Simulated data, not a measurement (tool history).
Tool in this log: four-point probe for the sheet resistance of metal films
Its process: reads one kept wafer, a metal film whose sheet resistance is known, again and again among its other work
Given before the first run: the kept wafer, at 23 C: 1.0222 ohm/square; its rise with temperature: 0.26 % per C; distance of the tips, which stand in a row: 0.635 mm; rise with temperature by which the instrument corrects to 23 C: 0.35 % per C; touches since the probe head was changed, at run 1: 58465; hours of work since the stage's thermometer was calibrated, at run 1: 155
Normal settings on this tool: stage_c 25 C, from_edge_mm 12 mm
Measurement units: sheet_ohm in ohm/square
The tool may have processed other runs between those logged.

run   hour  stage_c  from_edge_mm  touches since the probe head was changed  hours of work since the stage's thermometer was calibrated  sheet_ohm
  1    0.0       25            12                                     58465                                                         155   1.027499
  2    6.2       25             9                                     58733                                                         158   1.028440
  3   12.5       25             9                                     59009                                                         162   1.028251
  4   27.3       28            12                                     59651                                                         171   1.024739
  5   42.0       28             3                                     60286                                                         179   1.047572
  6   52.2       25            20                                     60727                                                         185   1.026237
  7   62.9       25            20                                     61195                                                         191   1.026491
  8   74.3       25            12                                     61687                                                         198   1.027787
  9   88.7       20            12                                     62310                                                         206   1.032715
 10  101.1       20            12                                     62849                                                         213   1.032544
 11  112.1       20            12                                     63326                                                         220   1.032846
 12  120.0       20            12                                     63668                                                         224   1.032549
 13  133.3       20            12                                     64246                                                         232   1.032585
 14  141.7       26            12                                     64608                                                         237   1.027400
 15  151.1       26            12                                     65016                                                         242   1.027569
 16  159.2       26            12                                     65368                                                         247   1.027222
 17  169.2       26            12                                     65802                                                         253   1.027411
 18  184.3       26            12                                     66457                                                         262   1.027529
 19  198.4       26            12                                     67067                                                         270   1.027782
 20  209.6       26            12                                     67553                                                         276   1.027782
 21  223.3       25            12                                     68149                                                         284   1.028321
 22  229.7       21            42                                     68425                                                         288   1.030701
 23  244.4       20            25                                     69061                                                         297   1.032192
 24  253.1       20            25                                     69442                                                         302   1.032250
 25  265.7       28            12                                     69986                                                         309   1.026185
 26  272.9       28            12                                     70297                                                         313   1.026190
 27  286.2       24            20                                     70874                                                         321   1.028485
 28  293.2       26             9                                     71180                                                         325   1.029456
 29  300.2       26             9                                     71481                                                         329   1.029644
 30  312.0       26             4                                     71993                                                         336   1.039976
 31  319.8       18            52                                     72333                                                         340   1.034075
 32  329.6       18            52                                     72756                                                         346   1.034655
 33  344.1       23            19                                     73385                                                         355   1.029478
 34  358.3       21             3                                     74002                                                         363   1.056053
 35  365.1       21             3                                     74299                                                         367   1.056224
 36  373.6       21             3                                     74667                                                         372   1.056213
 37  385.9       23             9                                     75199                                                         379   1.033201
 38  397.0       20            70                                     75682                                                         385   1.033008
 39  403.9       32            47                                     75979                                                         389   1.021720
 40  415.5       28            34                                     76481                                                         396   1.025515
 41  430.4       22             6                                     77127                                                         405   1.037254

Here are 5 independent what-if runs from the current tool condition. What would each one return?
  A  442.3       33            26                                     77645                                                         412          ?
  B  442.3       28             4                                     77645                                                         412          ?
  C  442.3       30            31                                     77645                                                         412          ?
  D  442.3       32             9                                     77645                                                         412          ?
  E  442.3       35             9                                     77645                                                         412          ?

run  sheet_ohm
  A   1.021136
  B   1.038971
  C   1.023672
  D   1.025007
  E   1.022138
With the hidden condition removed and each run's random variation left untouched, the same runs would have given:
run  sheet_ohm
  A   1.013231
  B   1.030931
  C   1.015745
  D   1.017072
  E   1.014228
